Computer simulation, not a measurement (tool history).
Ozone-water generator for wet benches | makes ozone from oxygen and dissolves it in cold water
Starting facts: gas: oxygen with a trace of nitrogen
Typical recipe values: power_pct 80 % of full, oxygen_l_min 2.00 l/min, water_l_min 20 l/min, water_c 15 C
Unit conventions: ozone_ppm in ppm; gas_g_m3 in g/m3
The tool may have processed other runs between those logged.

{"run": 1, "hour": 0.0, "power_pct": 80, "oxygen_l_min": 2.0, "water_l_min": 20, "water_c": 15, "ozone_ppm": 16.7, "gas_g_m3": 284.5}
{"run": 2, "hour": 143.8, "power_pct": 80, "oxygen_l_min": 2.0, "water_l_min": 20, "water_c": 16, "ozone_ppm": 16.6, "gas_g_m3": 285.1}
{"run": 3, "hour": 289.2, "power_pct": 80, "oxygen_l_min": 2.0, "water_l_min": 20, "water_c": 16, "ozone_ppm": 16.5, "gas_g_m3": 281.2}
{"run": 4, "hour": 392.2, "power_pct": 80, "oxygen_l_min": 2.0, "water_l_min": 20, "water_c": 16, "ozone_ppm": 16.3, "gas_g_m3": 279.8}
{"run": 5, "hour": 535.4, "power_pct": 80, "oxygen_l_min": 2.0, "water_l_min": 20, "water_c": 16, "ozone_ppm": 16.4, "gas_g_m3": 281.5}
{"run": 6, "hour": 633.0, "power_pct": 80, "oxygen_l_min": 2.0, "water_l_min": 20, "water_c": 16, "ozone_ppm": 16.3, "gas_g_m3": 280.3}
{"run": 7, "hour": 714.4, "power_pct": 80, "oxygen_l_min": 2.0, "water_l_min": 20, "water_c": 16, "ozone_ppm": 16.2, "gas_g_m3": 280.2}
{"run": 8, "hour": 835.7, "power_pct": 80, "oxygen_l_min": 2.0, "water_l_min": 26, "water_c": 15, "ozone_ppm": 12.5, "gas_g_m3": 279.9}
{"run": 9, "hour": 962.5, "power_pct": 80, "oxygen_l_min": 2.0, "water_l_min": 26, "water_c": 15, "ozone_ppm": 12.4, "gas_g_m3": 277.6}
{"run": 10, "hour": 1030.1, "power_pct": 80, "oxygen_l_min": 2.0, "water_l_min": 26, "water_c": 15, "ozone_ppm": 12.4, "gas_g_m3": 278.4}
{"run": 11, "hour": 1169.7, "power_pct": 80, "oxygen_l_min": 2.0, "water_l_min": 20, "water_c": 15, "ozone_ppm": 15.8, "gas_g_m3": 277.8}
{"run": 12, "hour": 1273.2, "power_pct": 80, "oxygen_l_min": 2.0, "water_l_min": 20, "water_c": 15, "ozone_ppm": 15.8, "gas_g_m3": 274.9}
{"run": 13, "hour": 1386.1, "power_pct": 80, "oxygen_l_min": 2.0, "water_l_min": 20, "water_c": 15, "ozone_ppm": 15.8, "gas_g_m3": 274.0}
{"run": 14, "hour": 1517.4, "power_pct": 80, "oxygen_l_min": 2.0, "water_l_min": 20, "water_c": 15, "ozone_ppm": 15.9, "gas_g_m3": 275.2}
{"run": 15, "hour": 1601.1, "power_pct": 80, "oxygen_l_min": 2.0, "water_l_min": 20, "water_c": 15, "ozone_ppm": 15.6, "gas_g_m3": 273.9}
{"run": 16, "hour": 1717.0, "power_pct": 80, "oxygen_l_min": 2.0, "water_l_min": 13, "water_c": 15, "ozone_ppm": 23.6, "gas_g_m3": 274.3}
{"run": 17, "hour": 1812.0, "power_pct": 80, "oxygen_l_min": 2.0, "water_l_min": 13, "water_c": 15, "ozone_ppm": 23.0, "gas_g_m3": 273.0}
{"run": 18, "hour": 1953.9, "power_pct": 48, "oxygen_l_min": 2.0, "water_l_min": 13, "water_c": 15, "ozone_ppm": 16.0, "gas_g_m3": 184.4}
{"run": 19, "hour": 2072.5, "power_pct": 84, "oxygen_l_min": 1.88, "water_l_min": 13, "water_c": 15, "ozone_ppm": 23.8, "gas_g_m3": 291.9}
{"run": 20, "hour": 2160.3, "power_pct": 94, "oxygen_l_min": 1.13, "water_l_min": 25, "water_c": 12, "ozone_ppm": 12.1, "gas_g_m3": 419.8}
{"hour": 2321.8, "done": "contactor cleaned"}
{"run": 21, "hour": 2324.4, "power_pct": 61, "oxygen_l_min": 3.11, "water_l_min": 20, "water_c": 20, "ozone_ppm": 13.3, "gas_g_m3": 170.5}
{"run": 22, "hour": 2416.0, "power_pct": 98, "oxygen_l_min": 1.32, "water_l_min": 21, "water_c": 23, "ozone_ppm": 15.3, "gas_g_m3": 395.8}
{"run": 23, "hour": 2565.1, "power_pct": 98, "oxygen_l_min": 1.84, "water_l_min": 21, "water_c": 22, "ozone_ppm": 16.6, "gas_g_m3": 323.8}
{"run": 24, "hour": 2657.0, "power_pct": 61, "oxygen_l_min": 1.24, "water_l_min": 24, "water_c": 15, "ozone_ppm": 9.7, "gas_g_m3": 287.0}
{"run": 25, "hour": 2731.7, "power_pct": 80, "oxygen_l_min": 1.13, "water_l_min": 20, "water_c": 15, "ozone_ppm": 13.8, "gas_g_m3": 362.3}
{"run": 26, "hour": 2885.0, "power_pct": 57, "oxygen_l_min": 1.13, "water_l_min": 20, "water_c": 22, "ozone_ppm": 10.1, "gas_g_m3": 286.0}
{"run": 27, "hour": 2975.5, "power_pct": 80, "oxygen_l_min": 2.0, "water_l_min": 20, "water_c": 8, "ozone_ppm": 16.7, "gas_g_m3": 261.0}
{"run": 28, "hour": 3091.1, "power_pct": 40, "oxygen_l_min": 1.5, "water_l_min": 31, "water_c": 16, "ozone_ppm": 5.6, "gas_g_m3": 186.3}
{"run": 29, "hour": 3207.7, "power_pct": 88, "oxygen_l_min": 1.5, "water_l_min": 17, "water_c": 13, "ozone_ppm": 18.3, "gas_g_m3": 330.0}
{"run": 30, "hour": 3292.3, "power_pct": 55, "oxygen_l_min": 1.5, "water_l_min": 14, "water_c": 23, "ozone_ppm": 14.4, "gas_g_m3": 235.5}
{"run": 31, "hour": 3368.1, "power_pct": 55, "oxygen_l_min": 1.5, "water_l_min": 14, "water_c": 23, "ozone_ppm": 14.3, "gas_g_m3": 235.1}
{"run": 32, "hour": 3490.7, "power_pct": 68, "oxygen_l_min": 1.56, "water_l_min": 19, "water_c": 15, "ozone_ppm": 13.6, "gas_g_m3": 264.3}
{"run": 33, "hour": 3644.2, "power_pct": 53, "oxygen_l_min": 2.2, "water_l_min": 14, "water_c": 10, "ozone_ppm": 16.9, "gas_g_m3": 182.5}

Each run again, without the hidden state but with its own random variation kept:
The hidden state here: yield of the discharge, % of new electrodes'; contactor's efficiency, % of a clean one's; true water temperature over the reading, C; drift of the gauge itself on ozone_ppm, %; drift of the gauge itself on gas_g_m3, %.
run=1 ozone_ppm=18.7 gas_g_m3=312.2
run=2 ozone_ppm=18.7 gas_g_m3=313.9
run=3 ozone_ppm=18.7 gas_g_m3=311.0
run=4 ozone_ppm=18.5 gas_g_m3=310.2
run=5 ozone_ppm=18.6 gas_g_m3=313.0
run=6 ozone_ppm=18.6 gas_g_m3=312.5
run=7 ozone_ppm=18.5 gas_g_m3=313.0
run=8 ozone_ppm=14.4 gas_g_m3=313.6
run=9 ozone_ppm=14.4 gas_g_m3=312.0
run=10 ozone_ppm=14.4 gas_g_m3=313.6
run=11 ozone_ppm=18.4 gas_g_m3=313.9
run=12 ozone_ppm=18.5 gas_g_m3=311.6
run=13 ozone_ppm=18.5 gas_g_m3=311.4
run=14 ozone_ppm=18.7 gas_g_m3=313.8
run=15 ozone_ppm=18.4 gas_g_m3=313.1
run=16 ozone_ppm=27.8 gas_g_m3=314.4
run=17 ozone_ppm=27.1 gas_g_m3=313.7
run=18 ozone_ppm=18.0 gas_g_m3=201.9
run=19 ozone_ppm=28.5 gas_g_m3=339.4
run=20 ozone_ppm=14.8 gas_g_m3=495.6
run=21 ozone_ppm=15.1 gas_g_m3=192.9
run=22 ozone_ppm=18.3 gas_g_m3=472.9
run=23 ozone_ppm=19.9 gas_g_m3=388.8
run=24 ozone_ppm=11.1 gas_g_m3=326.8
run=25 ozone_ppm=16.3 gas_g_m3=426.9
run=26 ozone_ppm=11.5 gas_g_m3=324.7
run=27 ozone_ppm=19.9 gas_g_m3=309.6
run=28 ozone_ppm=6.1 gas_g_m3=203.5
run=29 ozone_ppm=22.3 gas_g_m3=398.7
run=30 ozone_ppm=16.6 gas_g_m3=268.7
run=31 ozone_ppm=16.5 gas_g_m3=268.8
run=32 ozone_ppm=16.1 gas_g_m3=311.5
run=33 ozone_ppm=19.5 gas_g_m3=208.8

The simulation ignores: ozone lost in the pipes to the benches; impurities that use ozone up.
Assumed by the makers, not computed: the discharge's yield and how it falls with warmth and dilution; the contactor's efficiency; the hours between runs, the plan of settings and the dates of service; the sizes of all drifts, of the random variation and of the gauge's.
